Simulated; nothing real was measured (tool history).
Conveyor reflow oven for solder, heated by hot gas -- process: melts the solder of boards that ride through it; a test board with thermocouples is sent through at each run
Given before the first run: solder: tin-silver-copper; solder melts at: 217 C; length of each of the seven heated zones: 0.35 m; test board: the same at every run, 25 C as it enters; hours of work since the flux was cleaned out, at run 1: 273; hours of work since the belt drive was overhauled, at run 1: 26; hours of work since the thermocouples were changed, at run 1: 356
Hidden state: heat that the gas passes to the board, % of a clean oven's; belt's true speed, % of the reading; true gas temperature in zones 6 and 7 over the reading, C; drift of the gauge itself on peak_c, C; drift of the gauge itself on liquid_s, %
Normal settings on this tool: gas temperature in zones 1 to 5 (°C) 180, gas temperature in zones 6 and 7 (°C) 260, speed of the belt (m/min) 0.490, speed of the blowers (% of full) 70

run   hour  gas temperature in zones 1 to 5 (°C)  gas temperature in zones 6 and 7 (°C)  speed of the belt (m/min)  speed of the blowers (% of full)  hours of work since the flux was cleaned out  hours of work since the belt drive was overhauled  hours of work since the thermocouples were changed  highest temperature of the board (°C)  time above the solder's melting point (s)
  1    0.0                                   180                                    260                      0.490                                70                                           273                                                 26                                                 356                                  250.7                                       67.5
  2    9.5                                   180                                    260                      0.490                                70                                           279                                                 32                                                 362                                  250.8                                       67.4
  3   17.9                                   180                                    260                      0.490                                70                                           284                                                 38                                                 368                                  250.7                                       67.4
  4   26.9                                   180                                    260                      0.490                                70                                           290                                                 44                                                 374                                  250.3                                       67.2
  5   34.2                                   180                                    260                      0.490                                56                                           295                                                 49                                                 379                                  247.7                                       64.0
  6   44.6                                   180                                    260                      0.490                                56                                           302                                                 56                                                 386                                  247.7                                       64.0
  7   53.1                                   185                                    260                      0.490                                70                                           308                                                 61                                                 391                                  251.0                                       69.9
  8   60.2                                   185                                    260                      0.490                                70                                           312                                                 66                                                 396                                  251.2                                       70.2
  9   65.7                                   185                                    266                      0.490                                70                                           316                                                 69                                                 399                                  256.6                                       73.8
 10   76.3                                   185                                    266                      0.490                                70                                           323                                                 76                                                 407                                  256.7                                       73.4
 11   82.2                                   185                                    266                      0.490                                70                                           327                                                 80                                                 410                                  256.9                                       73.6
 12   90.3                                   185                                    266                      0.490                                70                                           332                                                 86                                                 416                                  256.4                                       73.5
 13   95.3                                   185                                    266                      0.490                                70                                           336                                                 89                                                 419                                  256.7                                       73.7
 14  100.6                                   185                                    266                      0.490                                70                                           339                                                 93                                                 423                                  256.6                                       73.5
 15  109.4                                   177                                    264                      0.477                                70                                           345                                                 98                                                 428                                  254.5                                       70.8
 16  114.8                                   177                                    260                      0.490                                67                                           348                                                102                                                 432                                  249.6                                       65.0
 17  119.5                                   184                                    269                      0.398                                87                                           352                                                105                                                 435                                  264.8                                       97.3
 18  128.2                                   180                                    270                      0.490                                83                                           357                                                111                                                 441                                  261.7                                       74.7
 19  137.6                                   175                                    270                      0.556                                83                                           364                                                117                                                 447                                  258.0                                       61.8
 20  144.6                                   175                                    257                      0.410                                81                                           368                                                122                                                 452                                  252.1                                       82.5
 21  151.9                                   175                                    257                      0.399                                83                                           373                                                126                                                 457                                  252.6                                       85.5
 22  157.0                                   175                                    257                      0.399                                83                                           376                                                130                                                 460                                  252.4                                       85.6
 23  163.2                                   175                                    257                      0.411                                88                                           380                                                134                                                 464                                  252.4                                       83.0
 24  173.0                                   166                                    260                      0.490                                53                                           387                                                140                                                 470                                  244.7                                       54.6
 25  179.7                                   187                                    267                      0.578                                76                                           391                                                145                                                 475                                  254.8                                       61.6
     187.1  -- flux residue cleaned out of gas plates and filters
 26  194.6                                   186                                    264                      0.560                                74                                             5                                                151                                                 481                                  252.6                                       61.9
 27  202.0                                   175                                    260                      0.476                                70                                            10                                                156                                                 486                                  250.7                                       67.1
 28  211.4                                   181                                    268                      0.482                                53                                            16                                                162                                                 493                                  254.9                                       70.8

Each row is a separate what-if for the run after 28, all from the same tool condition, not one after another. Results?
  A  218.2                                   181                                    268                      0.479                                65                                            21                                                167                                                 497                                      ?                                          ?
  B  218.2                                   181                                    258                      0.482                                53                                            21                                                167                                                 497                                      ?                                          ?
  C  218.2                                   181                                    259                      0.560                                87                                            21                                                167                                                 497                                      ?                                          ?
  D  218.2                                   181                                    253                      0.482                                53                                            21                                                167                                                 497                                      ?                                          ?

run  highest temperature of the board (°C)  time above the solder's melting point (s)
  A                                  257.9                                       74.1
  B                                  245.9                                       63.7
  C                                  249.5                                       58.4
  D                                  241.3                                       59.2
With no hidden state in the tool, these same runs would have given:
run  highest temperature of the board (°C)  time above the solder's melting point (s)
  A                                  257.9                                       74.1
  B                                  245.9                                       63.7
  C                                  249.6                                       58.4
  D                                  241.3                                       59.2
